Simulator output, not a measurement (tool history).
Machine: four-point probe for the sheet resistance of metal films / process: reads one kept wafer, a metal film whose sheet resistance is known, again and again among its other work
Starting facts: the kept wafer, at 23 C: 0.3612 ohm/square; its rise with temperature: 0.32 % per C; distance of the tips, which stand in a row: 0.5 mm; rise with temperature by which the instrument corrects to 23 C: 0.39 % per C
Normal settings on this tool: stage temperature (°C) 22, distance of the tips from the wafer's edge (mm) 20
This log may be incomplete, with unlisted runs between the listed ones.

| run | day | stage temperature (°C) | distance of the tips from the wafer's edge (mm) | sheet resistance as the instrument gives it (ohm/square) |
|---|---|---|---|---|
| 1 | 0.000 | 22 | 20 | 0.361669 |
| 2 | 1.262 | 22 | 20 | 0.361622 |
| 3 | 2.300 | 22 | 20 | 0.361488 |
| 4 | 3.121 | 22 | 20 | 0.361694 |
| 5 | 3.767 | 22 | 9 | 0.362126 |
| 6 | 5.325 | 22 | 9 | 0.362154 |
| 7 | 6.746 | 22 | 9 | 0.362022 |
| 8 | 8.062 | 20 | 9 | 0.362639 |
| 9 | 9.525 | 20 | 9 | 0.362637 |
| 10 | 10.375 | 20 | 9 | 0.362686 |
| 11 | 11.629 | 22 | 20 | 0.361607 |
| 12 | 12.550 | 22 | 20 | 0.361609 |
| 13 | 13.979 | 20 | 20 | 0.362148 |
| 14 | 15.142 | 20 | 21 | 0.362208 |
| 15 | 16.708 | 20 | 21 | 0.362325 |
| 16 | 18.296 | 20 | 21 | 0.362271 |
| 17 | 19.221 | 22 | 20 | 0.361603 |
| 18 | 19.888 | 22 | 20 | 0.361712 |
| 19 | 20.838 | 32 | 61 | 0.358982 |
| 20 | 22.350 | 35 | 69 | 0.358149 |
| 21 | 23.329 | 31 | 3 | 0.364368 |
| 22 | 24.179 | 21 | 29 | 0.361805 |
| 23 | 25.012 | 33 | 3 | 0.364029 |
| 24 | 26.500 | 33 | 3 | 0.363922 |
| 25 | 27.196 | 26 | 10 | 0.360841 |
| 26 | 28.088 | 27 | 26 | 0.360328 |
| 27 | 29.675 | 30 | 23 | 0.359386 |
| 28 | 30.921 | 33 | 6 | 0.359906 |
| 29 | 31.900 | 25 | 42 | 0.360759 |
| 30 | 33.133 | 25 | 42 | 0.360854 |
|  | 33.408 | stage's thermometer calibrated |
| 31 | 34.025 | 22 | 54 | 0.361433 |
| 32 | 34.775 | 20 | 6 | 0.363359 |
| 33 | 35.975 | 25 | 7 | 0.361653 |
| 34 | 37.479 | 25 | 7 | 0.361816 |

Below are 3 alternative next runs, each starting from the tool's condition after run 34. Predict each:
| A | 38.417 | 33 | 4 | ? |
| B | 38.417 | 19 | 53 | ? |
| C | 38.417 | 22 | 64 | ? |

| run | sheet resistance as the instrument gives it (ohm/square) |
|---|---|
| A | 0.361565 |
| B | 0.362395 |
| C | 0.361508 |
Without the tool's hidden state the same runs would have given:
| run | sheet resistance as the instrument gives it (ohm/square) |
|---|---|
| A | 0.361525 |
| B | 0.362356 |
| C | 0.361469 |
